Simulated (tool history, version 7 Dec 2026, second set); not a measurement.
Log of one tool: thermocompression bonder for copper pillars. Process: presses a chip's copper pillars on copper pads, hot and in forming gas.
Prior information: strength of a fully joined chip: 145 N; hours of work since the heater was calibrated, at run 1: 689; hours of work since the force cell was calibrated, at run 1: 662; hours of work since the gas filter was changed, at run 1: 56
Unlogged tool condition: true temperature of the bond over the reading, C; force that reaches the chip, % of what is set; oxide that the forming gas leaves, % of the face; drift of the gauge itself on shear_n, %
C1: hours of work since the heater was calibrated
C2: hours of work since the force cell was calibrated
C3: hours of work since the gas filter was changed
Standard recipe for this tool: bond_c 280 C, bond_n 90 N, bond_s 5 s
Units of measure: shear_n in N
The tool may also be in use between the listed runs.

{"run": 1, "day": 0.0, "bond_c": 280, "bond_n": 90, "bond_s": 5, "C1": 689, "C2": 662, "C3": 56, "shear_n": 58.8}
{"run": 2, "day": 0.996, "bond_c": 280, "bond_n": 121, "bond_s": 5, "C1": 699, "C2": 672, "C3": 66, "shear_n": 69.4}
{"run": 3, "day": 2.95, "bond_c": 280, "bond_n": 121, "bond_s": 5, "C1": 719, "C2": 692, "C3": 86, "shear_n": 69.6}
{"run": 4, "day": 3.879, "bond_c": 280, "bond_n": 90, "bond_s": 7, "C1": 728, "C2": 701, "C3": 95, "shear_n": 66.6}
{"run": 5, "day": 5.158, "bond_c": 280, "bond_n": 90, "bond_s": 7, "C1": 741, "C2": 714, "C3": 108, "shear_n": 65.2}
{"run": 6, "day": 6.246, "bond_c": 280, "bond_n": 90, "bond_s": 7, "C1": 752, "C2": 725, "C3": 119, "shear_n": 64.1}
{"run": 7, "day": 7.858, "bond_c": 280, "bond_n": 90, "bond_s": 7, "C1": 768, "C2": 741, "C3": 135, "shear_n": 65.6}
{"run": 8, "day": 8.696, "bond_c": 280, "bond_n": 90, "bond_s": 7, "C1": 776, "C2": 750, "C3": 143, "shear_n": 64.6}
{"run": 9, "day": 10.004, "bond_c": 280, "bond_n": 90, "bond_s": 7, "C1": 790, "C2": 763, "C3": 156, "shear_n": 64.1}
{"run": 10, "day": 10.821, "bond_c": 280, "bond_n": 90, "bond_s": 10, "C1": 798, "C2": 771, "C3": 165, "shear_n": 72.2}

The next listed run, before its measurement:
{"run": 11, "day": 12.504, "bond_c": 280, "bond_n": 90, "bond_s": 10, "C1": 815, "C2": 788, "C3": 181, "shear_n": "?"}

{"run 11": {"shear_n": 69.3}}
Without the tool's hidden state the same run would have given shear_n 75.0 N.

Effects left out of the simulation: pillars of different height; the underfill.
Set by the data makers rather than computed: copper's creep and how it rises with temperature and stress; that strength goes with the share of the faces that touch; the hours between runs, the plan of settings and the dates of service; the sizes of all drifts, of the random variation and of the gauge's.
